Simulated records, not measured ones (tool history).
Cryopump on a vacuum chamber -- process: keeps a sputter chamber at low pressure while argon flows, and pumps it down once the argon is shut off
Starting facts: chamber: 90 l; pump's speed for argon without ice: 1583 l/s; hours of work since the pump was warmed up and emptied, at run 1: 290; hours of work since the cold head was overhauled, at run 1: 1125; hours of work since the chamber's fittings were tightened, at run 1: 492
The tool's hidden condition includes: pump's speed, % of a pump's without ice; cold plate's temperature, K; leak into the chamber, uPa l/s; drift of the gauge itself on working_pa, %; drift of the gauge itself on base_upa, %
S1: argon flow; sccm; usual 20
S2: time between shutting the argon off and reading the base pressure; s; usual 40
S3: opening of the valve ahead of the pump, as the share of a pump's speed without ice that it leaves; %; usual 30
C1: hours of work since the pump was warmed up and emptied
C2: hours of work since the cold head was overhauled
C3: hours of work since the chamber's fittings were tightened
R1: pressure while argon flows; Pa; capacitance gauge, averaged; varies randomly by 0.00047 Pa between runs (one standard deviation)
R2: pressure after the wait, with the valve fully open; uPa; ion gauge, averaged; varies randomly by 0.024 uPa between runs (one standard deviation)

run,day,S1,S2,S3,C1,C2,C3,R1,R2
1,0.000,20,40,30,290,1125,492,0.0749,2.30
2,1.917,20,40,59,318,1153,520,0.0407,2.35
3,3.592,20,40,59,343,1178,545,0.0402,2.43
4,5.192,20,40,59,366,1201,568,0.0406,2.48
# day 6.662: pump warmed up, emptied and cooled again
5,7.867,20,40,59,18,1237,604,0.0362,2.29
6,10.025,20,40,59,49,1269,635,0.0370,2.39
7,12.129,20,40,30,80,1299,666,0.0721,2.53
8,14.275,20,40,30,111,1331,697,0.0735,2.49
9,16.092,20,40,30,138,1357,724,0.0733,2.68
10,17.229,20,40,30,154,1374,741,0.0733,2.75
11,19.604,23,57,15,189,1408,775,0.1656,2.56
12,21.888,23,57,15,222,1442,809,0.1666,2.81
13,23.121,20,49,35,240,1460,827,0.0636,2.93

5 ways to go on from here, each from the tool as it stands after run 13. What would each give?
A,25.112,20,40,38,269,1489,856,?,?
B,25.112,37,78,30,269,1489,856,?,?
C,25.112,16,74,20,269,1489,856,?,?
D,25.112,14,286,46,269,1489,856,?,?
E,25.112,17,40,30,269,1489,856,?,?

run,R1,R2
A,0.0600,3.19
B,0.1377,2.81
C,0.0877,2.91
D,0.0343,2.54
E,0.0645,3.14
The same runs, with their run-to-run variation unchanged, on a tool lacking any hidden condition would have given:
run,R1,R2
A,0.0566,0.93
B,0.1315,0.58
C,0.0850,0.64
D,0.0319,0.26
E,0.0617,0.93

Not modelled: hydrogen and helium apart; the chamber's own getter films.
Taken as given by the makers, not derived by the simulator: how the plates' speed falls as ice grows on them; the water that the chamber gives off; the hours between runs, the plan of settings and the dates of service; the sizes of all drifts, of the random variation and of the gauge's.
